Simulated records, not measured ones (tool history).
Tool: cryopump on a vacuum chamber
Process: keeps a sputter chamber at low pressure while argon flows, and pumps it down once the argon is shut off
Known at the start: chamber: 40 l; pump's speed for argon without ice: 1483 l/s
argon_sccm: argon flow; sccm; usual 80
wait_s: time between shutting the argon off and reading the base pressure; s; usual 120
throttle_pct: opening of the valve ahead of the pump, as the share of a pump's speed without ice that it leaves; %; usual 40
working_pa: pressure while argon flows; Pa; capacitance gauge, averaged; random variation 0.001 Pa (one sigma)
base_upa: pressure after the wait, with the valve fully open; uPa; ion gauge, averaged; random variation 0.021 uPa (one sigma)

run,hour,argon_sccm,wait_s,throttle_pct,working_pa,base_upa
1,0,80,120,40,0.2675,0.59
2,60,80,128,40,0.2753,0.61
3,105,80,22,40,0.2313,1.67
4,153,80,22,40,0.2349,1.73
5,211.3,80,22,40,0.2363,1.76
6,274.5,80,22,40,0.2399,1.75
7,312.1,80,26,40,0.2413,1.65
8,378.4,80,26,40,0.247,1.69
9,460.4,80,35,40,0.2498,1.37
10,503.6,80,35,40,0.2545,1.42
11,563.3,80,35,40,0.2595,1.44
12,651.2,50,120,40,0.166,0.88
13,692.1,50,120,40,0.1674,0.91
14,732,80,120,40,0.2714,1.02
15,790,80,120,40,0.2778,1.05
16,839.1,80,120,40,0.2329,0.79
17,929.1,80,120,40,0.2371,0.87
18,993.8,80,120,40,0.2381,0.92
19,1054.1,80,120,40,0.244,0.97
20,1141.9,37,120,31,0.1457,1.02
21,1180.8,37,120,31,0.1473,1.05
22,1222.5,80,120,30,0.3313,1.09
23,1303.5,43,183,40,0.1395,1.03
24,1374.9,59,183,55,0.1499,1.14
25,1457.2,59,183,55,0.1547,1.25
26,1527.3,33,183,55,0.0896,1.32
27,1596.2,33,183,55,0.0709,0.98
28,1643.7,33,88,20,0.1918,1.25

Taken out of this log: 3 entries between the listed runs. Where each belongs, and how the hidden state differs across it:
Between runs 2 and 3: pump warmed up, emptied and cooled again (hour 91.3)
  pump's speed, % of a pump's without ice: 68.4 -> 98.9; cold plate's temperature, K: 13.46 -> 13.48; leak into the chamber, uPa l/s: 365 -> 386
  measured less the result without the state, working_pa: +0.0462 -> +0.0038 Pa; base_upa: +0.17 -> +0.07 uPa
Between runs 15 and 16: pump warmed up, emptied and cooled again (hour 832.2)
  pump's speed, % of a pump's without ice: 67.5 -> 99.1; cold plate's temperature, K: 13.74 -> 13.76; leak into the chamber, uPa l/s: 739 -> 759
  measured less the result without the state, working_pa: +0.0489 -> +0.0042 Pa; base_upa: +0.57 -> +0.33 uPa
Between runs 26 and 27: pump warmed up, emptied and cooled again (hour 1573.8)
  pump's speed, % of a pump's without ice: 67.2 -> 97.9; cold plate's temperature, K: 14.03 -> 14.06; leak into the chamber, uPa l/s: 1102 -> 1136
  measured less the result without the state, working_pa: +0.0208 -> +0.0024 Pa; base_upa: +0.96 -> +0.61 uPa

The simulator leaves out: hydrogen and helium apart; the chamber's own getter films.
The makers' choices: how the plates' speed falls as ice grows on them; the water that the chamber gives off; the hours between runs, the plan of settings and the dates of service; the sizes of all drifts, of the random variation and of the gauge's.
